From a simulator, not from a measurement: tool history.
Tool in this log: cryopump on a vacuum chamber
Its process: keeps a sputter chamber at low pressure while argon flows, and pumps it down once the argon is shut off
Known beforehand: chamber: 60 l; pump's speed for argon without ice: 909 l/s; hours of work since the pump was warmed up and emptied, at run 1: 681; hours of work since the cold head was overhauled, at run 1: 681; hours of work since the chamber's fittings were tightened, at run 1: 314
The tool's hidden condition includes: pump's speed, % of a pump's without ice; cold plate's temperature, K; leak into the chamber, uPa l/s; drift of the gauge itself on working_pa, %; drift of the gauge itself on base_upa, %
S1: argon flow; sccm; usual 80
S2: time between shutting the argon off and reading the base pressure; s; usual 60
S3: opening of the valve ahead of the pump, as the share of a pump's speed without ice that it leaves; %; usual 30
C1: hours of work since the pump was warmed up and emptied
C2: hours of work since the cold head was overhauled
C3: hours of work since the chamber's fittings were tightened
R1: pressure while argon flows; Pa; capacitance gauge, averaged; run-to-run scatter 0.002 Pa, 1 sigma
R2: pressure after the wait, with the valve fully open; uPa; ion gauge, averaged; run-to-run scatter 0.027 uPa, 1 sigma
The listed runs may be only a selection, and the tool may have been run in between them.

run   hour   S1   S2  S3    C1    C2   C3      R1    R2
  1    0.0   80   60  30   681   681  314  0.5318  1.51
  2   73.1   80   60  30   715   715  348  0.5332  1.51
  3  108.9   80  156  30   732   732  364  0.5321  1.03
  4  180.3  109   60  30   765   765  397  0.7303  1.63
  5  219.1  109   60  30   783   783  415  0.7228  1.60
  6  284.8  109   60  30   813   813  446  0.7350  1.63
  7  361.7   61   60  30   849   849  481  0.4125  1.69
  8  394.7   61   60  30   864   864  497  0.4147  1.71
  9  456.5  157   60  17   893   893  525  1.8178  1.72
 10  534.3  157   60  17   929   929  562  1.8011  1.81
 11  582.2  133   70  30   951   951  584  0.9056  1.71
 12  628.4  133   70  30   972   972  605  0.9077  1.72
 13  697.6   80   34  41  1005  1005  637  0.4141  2.58
 14  749.3   98   34  41  1029  1029  661  0.5103  2.59
 15  804.0   80   50  40  1054  1054  687  0.4313  2.09

4 ways to go on from here, each from the tool as it stands after run 15. What would each give?
  A  842.6  34  139  40  1072  1072  704   ?   ?
  B  842.6  95   50  45  1072  1072  704   ?   ?
  C  842.6  39   53  57  1072  1072  704   ?   ?
  D  842.6  36  185  42  1072  1072  704   ?   ?

run      R1    R2
  A  0.1843  1.49
  B  0.4606  2.15
  C  0.1565  2.07
  D  0.1872  1.38
Take away the tool's hidden state, keep each run's random variation, and the runs would have read:
run      R1    R2
  A  0.1594  0.69
  B  0.3913  1.35
  C  0.1280  1.27
  D  0.1606  0.60
